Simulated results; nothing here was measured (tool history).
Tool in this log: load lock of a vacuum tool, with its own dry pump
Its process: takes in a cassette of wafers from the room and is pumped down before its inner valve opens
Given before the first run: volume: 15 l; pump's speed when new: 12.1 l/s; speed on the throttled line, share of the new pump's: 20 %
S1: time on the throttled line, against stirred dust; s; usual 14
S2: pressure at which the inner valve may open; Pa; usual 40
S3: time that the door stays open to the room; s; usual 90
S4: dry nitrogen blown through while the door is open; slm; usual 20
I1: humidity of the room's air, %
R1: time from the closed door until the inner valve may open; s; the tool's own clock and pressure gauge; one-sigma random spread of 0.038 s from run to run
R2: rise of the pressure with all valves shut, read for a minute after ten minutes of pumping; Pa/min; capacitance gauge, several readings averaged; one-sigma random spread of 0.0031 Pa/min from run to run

| run | hour | S1 | S2 | S3 | S4 | I1 | R1 | R2 |
|---|---|---|---|---|---|---|---|---|
| 1 | 0 | 14 | 40 | 90 | 20 | 43.6 | 20.94 | 0.057 |
| 2 | 205.3 | 14 | 40 | 90 | 20 | 46.6 | 20.85 | 0.06 |
| 3 | 373.4 | 14 | 44 | 90 | 20 | 46.2 | 20.76 | 0.067 |
| 4 | 607.7 | 14 | 44 | 90 | 20 | 46.2 | 20.83 | 0.061 |
| 5 | 812 | 14 | 44 | 31 | 20 | 47 | 20.83 | 0.046 |
| 6 | 957.5 | 14 | 44 | 31 | 20 | 43 | 20.7 | 0.041 |
| 7 | 1164.4 | 14 | 44 | 31 | 20 | 44.2 | 20.78 | 0.039 |
| 8 | 1286.4 | 14 | 44 | 31 | 20 | 45.3 | 20.74 | 0.048 |
| 9 | 1386.4 | 14 | 44 | 31 | 20 | 46.1 | 20.81 | 0.047 |
| 10 | 1555.7 | 14 | 40 | 153 | 20 | 45.3 | 20.96 | 0.07 |
| 11 | 1723.3 | 14 | 40 | 153 | 20 | 47.8 | 20.9 | 0.072 |
| 12 | 1922.7 | 14 | 40 | 90 | 20 | 46.2 | 20.85 | 0.061 |
| 13 | 2103.8 | 20 | 40 | 90 | 20 | 44.3 | 25.76 | 0.058 |
| 14 | 2307.7 | 14 | 40 | 112 | 20 | 46.1 | 20.88 | 0.062 |
| 15 | 2445.2 | 14 | 40 | 112 | 20 | 45.8 | 20.91 | 0.063 |
| 16 | 2560.5 | 14 | 40 | 90 | 5 | 44.7 | 20.91 | 0.091 |
| 17 | 2797.1 | 14 | 40 | 90 | 5 | 42.9 | 20.89 | 0.091 |
| 18 | 2998.8 | 14 | 40 | 90 | 5 | 39.6 | 20.92 | 0.08 |
| 19 | 3214.2 | 14 | 40 | 89 | 5 | 45.9 | 20.88 | 0.095 |
| 20 | 3363.7 | 14 | 40 | 153 | 5 | 41.2 | 20.91 | 0.102 |
| 21 | 3465.5 | 14 | 40 | 153 | 5 | 42.2 | 20.85 | 0.102 |
| 22 | 3569 | 11 | 40 | 152 | 17 | 43.1 | 18.54 | 0.073 |
| 23 | 3667 | 11 | 40 | 152 | 17 | 49.2 | 18.53 | 0.078 |
| 24 | 3795.9 | 14 | 40 | 35 | 23 | 45 | 20.93 | 0.035 |
| 25 | 4027.7 | 17 | 40 | 35 | 4 | 42.3 | 23.28 | 0.067 |
| 26 | 4123.7 | 17 | 40 | 35 | 4 | 44 | 23.3 | 0.069 |
| 27 | 4362.4 | 14 | 40 | 90 | 31 | 41.5 | 20.84 | 0.042 |
| 28 | 4500.6 | 14 | 40 | 90 | 31 | 45.7 | 20.92 | 0.041 |
| 29 | 4724.8 | 21 | 40 | 227 | 20 | 42.3 | 26.43 | 0.072 |
| 30 | 4876.6 | 14 | 40 | 207 | 20 | 40.8 | 20.87 | 0.069 |
| 31 | 5069.8 | 7 | 40 | 130 | 38 | 47.9 | 15.29 | 0.044 |
| 32 | 5258.9 | 17 | 40 | 90 | 20 | 45.6 | 23.3 | 0.064 |
| 33 | 5434.6 | 18 | 30 | 90 | 20 | 40.8 | 24.46 | 0.054 |
| 34 | 5571 | 16 | 39 | 90 | 20 | 47 | 22.5 | 0.057 |
| 35 | 5736.4 | 16 | 39 | 90 | 20 | 45.5 | 22.53 | 0.057 |
| 36 | 5952.8 | 13 | 40 | 90 | 29 | 45 | 20.1 | 0.045 |
| 37 | 6138.1 | 21 | 57 | 90 | 29 | 42.9 | 26.01 | 0.05 |

Not shown here: 2 entries made in the log between runs. Locate each between two listed runs and compare the hidden state at the listed run before it with the hidden state at the listed run after it:
From run 5 to run 6: door's seal changed, seat wiped (hour 841.2)
  leak at the door's seal, Pa l/s: 0.0029 -> 0.002
From run 23 to run 24: dry pump taken out, an overhauled one fitted (hour 3724.5)
  pump's speed, % of a new pump's: 99.8 -> 100
